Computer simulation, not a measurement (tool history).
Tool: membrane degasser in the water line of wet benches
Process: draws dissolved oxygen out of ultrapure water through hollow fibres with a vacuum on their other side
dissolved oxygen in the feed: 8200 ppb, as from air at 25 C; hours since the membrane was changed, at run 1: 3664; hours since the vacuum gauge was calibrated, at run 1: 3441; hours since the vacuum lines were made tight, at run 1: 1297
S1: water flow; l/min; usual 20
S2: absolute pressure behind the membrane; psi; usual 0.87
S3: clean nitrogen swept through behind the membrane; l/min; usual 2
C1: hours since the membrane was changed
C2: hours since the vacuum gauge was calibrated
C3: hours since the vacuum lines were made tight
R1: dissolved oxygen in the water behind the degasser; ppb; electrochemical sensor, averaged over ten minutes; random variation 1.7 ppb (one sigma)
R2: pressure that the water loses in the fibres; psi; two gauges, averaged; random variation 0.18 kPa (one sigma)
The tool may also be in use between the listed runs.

run	hour	S1	S2	S3	C1	C2	C3	R1	R2
1	0	20	0.87	2	3664	3441	1297	182.6	4.667
2	108.4	20	0.87	1.73	3772	3549	1405	195.9	4.692
3	254.6	20	0.87	1.73	3918	3696	1551	196.9	4.624
4	403.3	20	0.87	2	4067	3844	1700	185.5	4.641
5	472.8	20	0.569	2	4137	3914	1770	134.8	4.662
6	576.3	20	0.569	2	4240	4017	1873	134.5	4.675
7	695.5	20	0.87	2	4359	4137	1992	186.1	4.672
8	781.3	20	0.87	2	4445	4222	2078	185.3	4.664
9	853.6	20	0.87	2	4517	4295	2150	187.4	4.683
10	947.3	20	0.87	2	4611	4388	2244	182.4	4.702
11	1080.7	20	0.87	2	4744	4522	2377	187.2	4.743
12	1220.9	20	0.87	2	4885	4662	2518	189.9	4.705
13	1375.8	20	0.87	2	5040	4817	2673	185.4	4.693
14	1478.1	20	0.87	2	5142	4919	2775	187.6	4.67
15	1567.2	20	0.87	2	5231	5008	2864	187.5	4.676
16	1638.9	20	1.211	2	5303	5080	2936	242.3	4.728
17	1758.5	20	1.067	2	5422	5200	3055	217.7	4.718
18	1902.6	20	1.067	2	5566	5344	3199	219	4.721
19	2041.8	29	1.067	2	5706	5483	3339	422.2	6.847
20	2108.4	17	1.112	1.61	5772	5549	3405	192.8	3.987
21	2206.9	26	2.102	3.73	5871	5648	3504	408.7	6.203
22	2335.8	18	0.87	1.64	6000	5777	3633	166.7	4.235
23	2467.1	18	0.87	1.64	6131	5908	3764	164.8	4.245
24	2609.1	18	0.87	1.64	6273	6050	3906	166.6	4.225
25	2735.4	18	0.87	1.64	6399	6177	4032	167.6	4.255
26	2815.4	27	0.87	2	6479	6256	4112	338.6	6.414
27	2940.5	21	0.873	4.47	6604	6382	4237	173.1	4.953
28	3094.6	28	0.571	4.09	6758	6536	4391	289.5	6.601
29	3181.9	32	0.567	5.53	6846	6623	4479	365.9	7.58
30	3325	20	0.804	2	6989	6766	4622	180.4	4.746
31	3482.3	23	0.795	3.17	7146	6923	4779	222.2	5.42

Forecast each of these 4 alternatives for the next run:
A	3606.8	23	0.87	1.68	7271	7048	4904	?	?
B	3606.8	14	0.87	2	7271	7048	4904	?	?
C	3606.8	17	1.114	2	7271	7048	4904	?	?
D	3606.8	14	0.643	4.05	7271	7048	4904	?	?

run	R1	R2
A	271.6	5.478
B	96.4	3.321
C	173.9	4.039
D	57.3	3.368
Without the tool's hidden state the same runs would have given:
run	R1	R2
A	237.9	5.252
B	83.1	3.184
C	154.4	3.873
D	46.2	3.23
